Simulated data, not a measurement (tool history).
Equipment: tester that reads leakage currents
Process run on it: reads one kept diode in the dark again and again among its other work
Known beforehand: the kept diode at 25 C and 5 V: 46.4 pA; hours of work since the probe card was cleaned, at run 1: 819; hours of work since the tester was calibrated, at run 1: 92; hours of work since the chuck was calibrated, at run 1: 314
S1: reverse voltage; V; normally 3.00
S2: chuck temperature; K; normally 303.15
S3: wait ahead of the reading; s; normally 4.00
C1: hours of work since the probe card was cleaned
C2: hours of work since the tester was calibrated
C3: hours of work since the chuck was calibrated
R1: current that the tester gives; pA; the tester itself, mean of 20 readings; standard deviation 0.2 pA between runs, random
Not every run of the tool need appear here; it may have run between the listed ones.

run	hour	S1	S2	S3	C1	C2	C3	R1
1	0.0	3.00	303.15	4.00	819	92	314	63.40
2	25.4	3.00	303.15	4.00	830	103	325	63.73
3	45.8	3.00	303.15	1.75	839	112	334	63.60
4	78.5	3.00	303.15	4.00	853	126	348	63.13
5	94.6	3.00	303.15	4.00	860	133	355	62.94
6	124.6	3.00	303.15	4.00	873	145	368	63.02
7	157.8	7.87	303.15	4.00	887	160	382	85.30
8	189.4	3.00	303.15	4.00	901	173	395	63.26
9	215.1	3.00	303.15	4.00	912	184	406	63.40
10	233.1	3.00	303.15	4.00	919	192	414	63.10
11	266.1	3.00	303.15	4.00	933	206	428	63.05
12	291.2	3.00	303.15	4.00	944	217	439	63.46
13	316.3	3.00	303.15	4.00	955	228	450	63.36
14	332.8	3.00	303.15	4.00	962	235	457	62.96
15	349.9	3.00	303.15	4.00	969	242	464	63.28
16	366.6	3.00	303.15	4.00	976	249	471	63.32
17	400.7	3.00	303.15	4.00	991	264	486	62.84
18	430.3	3.00	303.15	4.00	1004	276	498	63.22
19	450.0	3.00	303.15	4.00	1012	285	507	63.45
20	475.8	3.00	303.15	4.00	1023	296	518	63.12
21	498.1	4.50	317.15	2.09	1033	305	528	242.37
22	534.4	4.50	317.15	2.09	1048	321	543	242.50
23	565.1	4.50	317.15	2.09	1062	334	556	243.20
24	582.9	6.55	322.15	1.08	1069	342	564	410.15
25	612.9	4.65	303.15	4.00	1082	355	577	72.62
# hour 617.8: chuck's temperature calibrated
26	632.2	1.46	303.15	4.00	1089	362	6	50.69
27	669.4	3.00	303.15	2.01	1105	378	22	63.48
28	696.3	1.78	314.15	4.76	1117	389	34	141.26
29	712.5	13.07	303.15	2.24	1124	396	41	100.15
30	731.5	19.88	303.15	6.15	1132	405	49	113.43
31	749.9	10.54	299.15	6.15	1140	412	57	64.76
32	782.1	4.42	313.15	4.00	1154	426	70	172.46
33	798.4	6.87	332.15	0.95	1161	433	77	909.53
34	832.0	6.87	324.15	2.52	1175	448	92	489.89
35	860.8	14.42	333.15	0.64	1187	460	104	1234.77
36	878.5	19.20	295.15	0.60	1195	468	112	57.56
37	908.3	19.20	295.15	0.60	1208	480	124	57.53
38	934.0	19.20	295.15	0.60	1219	491	135	57.40
39	969.0	3.00	312.15	4.00	1234	506	150	140.24

For each entry between runs, how does the tool's hidden state at the last listed run before it compare with that at the first listed run after it?
Run 25 -> run 26: chuck's temperature calibrated (hour 617.8)
  true chuck temperature over the reading, C: 0.01 -> 0
  measured result minus the result with no hidden state, R1: +0.08 -> +0.01 pA
